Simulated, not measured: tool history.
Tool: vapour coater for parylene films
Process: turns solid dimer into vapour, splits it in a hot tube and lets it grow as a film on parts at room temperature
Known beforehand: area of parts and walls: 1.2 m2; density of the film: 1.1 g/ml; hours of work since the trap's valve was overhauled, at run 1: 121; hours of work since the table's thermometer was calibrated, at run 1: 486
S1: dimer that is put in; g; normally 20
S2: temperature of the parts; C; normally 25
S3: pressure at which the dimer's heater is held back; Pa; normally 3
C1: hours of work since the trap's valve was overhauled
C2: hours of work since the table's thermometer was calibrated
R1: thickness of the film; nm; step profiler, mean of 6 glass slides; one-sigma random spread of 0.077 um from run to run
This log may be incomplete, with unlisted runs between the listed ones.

Run 1, hour 0: usual settings; C1 121; C2 486. Result: R1 10680 nm.
Run 2, hour 12.8: usual settings; C1 129; C2 495. Result: R1 10710 nm.
Run 3, hour 26.3: usual settings; C1 139; C2 504. Result: R1 10580 nm.
Run 4, hour 48.7: usual settings; C1 155; C2 520. Result: R1 10570 nm.
Run 5, hour 73.8: usual settings; C1 172; C2 537. Result: R1 10740 nm.
Run 6, hour 97.1: usual settings but S2 23 C; C1 189; C2 554. Result: R1 11630 nm.
Run 7, hour 125.1: usual settings but S2 23 C; C1 208; C2 573. Result: R1 11680 nm.
Run 8, hour 148.7: usual settings but S1 13 g; C1 225; C2 590. Result: R1 6860 nm.
Run 9, hour 176.4: usual settings but S3 7.91 Pa; C1 244; C2 610. Result: R1 8480 nm.
Run 10, hour 187.9: usual settings but S3 7.91 Pa; C1 253; C2 618. Result: R1 8580 nm.
Run 11, hour 208.9: usual settings but S1 32 g; C1 267; C2 632. Result: R1 16940 nm.
Run 12, hour 220.6: usual settings but S3 4.37 Pa; C1 276; C2 641. Result: R1 9610 nm.
Run 13, hour 244.6: usual settings but S2 19 C, S3 8.76 Pa; C1 292; C2 658. Result: R1 11180 nm.
Run 14, hour 259.5: usual settings but S1 10 g, S2 30 C, S3 4.97 Pa; C1 303; C2 668. Result: R1 3660 nm.
Run 15, hour 280.9: usual settings but S1 10 g, S2 30 C, S3 4.97 Pa; C1 318; C2 683. Result: R1 3640 nm.
Run 16, hour 304.1: usual settings but S1 10 g, S2 30 C, S3 4.97 Pa; C1 334; C2 699. Result: R1 3660 nm.
Run 17, hour 331.9: usual settings but S2 31 C, S3 3.89 Pa; C1 354; C2 719. Result: R1 7230 nm.
Run 18, hour 351.4: usual settings but S2 24 C; C1 367; C2 733. Result: R1 10900 nm.
Run 19, hour 365.8: usual settings but S2 24 C; C1 378; C2 743. Result: R1 11000 nm.
Run 20, hour 390.5: usual settings but S2 22 C, S3 3.87 Pa; C1 395; C2 760. Result: R1 11570 nm.
Run 21, hour 411.1: usual settings but S1 27 g, S2 33 C; C1 409; C2 774. Result: R1 9330 nm.
Run 22, hour 425.4: usual settings but S1 27 g, S2 33 C; C1 419; C2 785. Result: R1 9360 nm.
Run 23, hour 443.5: usual settings but S2 29 C; C1 432; C2 797. Result: R1 8650 nm.

4 ways to go on from here, each from the tool as it stands after run 23. What would each give?
Run A, hour 466.7: usual settings but S2 31 C; C1 448; C2 814. Result: R1 ?.
Run B, hour 466.7: usual settings but S2 28 C, S3 4.28 Pa; C1 448; C2 814. Result: R1 ?.
Run C, hour 466.7: usual settings but S1 25 g, S2 29 C, S3 4.28 Pa; C1 448; C2 814. Result: R1 ?.
Run D, hour 466.7: usual settings but S1 13 g, S2 22 C, S3 2.79 Pa; C1 448; C2 814. Result: R1 ?.

run    R1
  A  7690
  B  8250
  C  9700
  D  7900
What these runs would have given with no unlogged condition in the tool:
run     R1
  A   8010
  B   8600
  C  10100
  D   8230
